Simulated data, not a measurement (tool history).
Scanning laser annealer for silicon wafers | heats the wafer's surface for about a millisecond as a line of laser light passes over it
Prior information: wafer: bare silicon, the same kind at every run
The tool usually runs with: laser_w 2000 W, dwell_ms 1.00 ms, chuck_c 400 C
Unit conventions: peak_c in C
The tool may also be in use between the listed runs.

{"run": 1, "hour": 0.0, "laser_w": 2000, "dwell_ms": 1.0, "chuck_c": 400, "peak_c": 1124}
{"run": 2, "hour": 22.5, "laser_w": 2000, "dwell_ms": 1.0, "chuck_c": 400, "peak_c": 1127}
{"run": 3, "hour": 60.9, "laser_w": 2000, "dwell_ms": 1.0, "chuck_c": 400, "peak_c": 1126}
{"run": 4, "hour": 94.8, "laser_w": 2000, "dwell_ms": 1.0, "chuck_c": 400, "peak_c": 1126}
{"run": 5, "hour": 128.0, "laser_w": 2000, "dwell_ms": 1.11, "chuck_c": 400, "peak_c": 1174}
{"run": 6, "hour": 157.7, "laser_w": 2000, "dwell_ms": 1.11, "chuck_c": 400, "peak_c": 1168}
{"run": 7, "hour": 188.7, "laser_w": 2000, "dwell_ms": 1.11, "chuck_c": 439, "peak_c": 1207}
{"run": 8, "hour": 228.3, "laser_w": 2000, "dwell_ms": 1.01, "chuck_c": 407, "peak_c": 1134}
{"run": 9, "hour": 246.2, "laser_w": 2000, "dwell_ms": 1.01, "chuck_c": 407, "peak_c": 1132}
{"run": 10, "hour": 281.1, "laser_w": 2000, "dwell_ms": 1.01, "chuck_c": 407, "peak_c": 1135}

Forecast each of these 5 alternatives for the next run:
{"hour": 297.6, "done": "window over the wafer cleaned"}
{"run": "A", "hour": 307.8, "laser_w": 2164, "dwell_ms": 1.0, "chuck_c": 400, "peak_c": "?"}
{"hour": 297.6, "done": "window over the wafer cleaned"}
{"run": "B", "hour": 307.8, "laser_w": 1949, "dwell_ms": 0.91, "chuck_c": 400, "peak_c": "?"}
{"hour": 297.6, "done": "window over the wafer cleaned"}
{"run": "C", "hour": 307.8, "laser_w": 2005, "dwell_ms": 1.15, "chuck_c": 437, "peak_c": "?"}
{"hour": 297.6, "done": "window over the wafer cleaned"}
{"run": "D", "hour": 307.8, "laser_w": 1702, "dwell_ms": 0.74, "chuck_c": 363, "peak_c": "?"}
{"hour": 297.6, "done": "window over the wafer cleaned"}
{"run": "E", "hour": 307.8, "laser_w": 1975, "dwell_ms": 1.01, "chuck_c": 407, "peak_c": "?"}

run=A peak_c=1199
run=B peak_c=1064
run=C peak_c=1229
run=D peak_c=864
run=E peak_c=1127
With no hidden state in the tool, these same runs would have given:
run=A peak_c=1200
run=B peak_c=1064
run=C peak_c=1229
run=D peak_c=865
run=E peak_c=1128
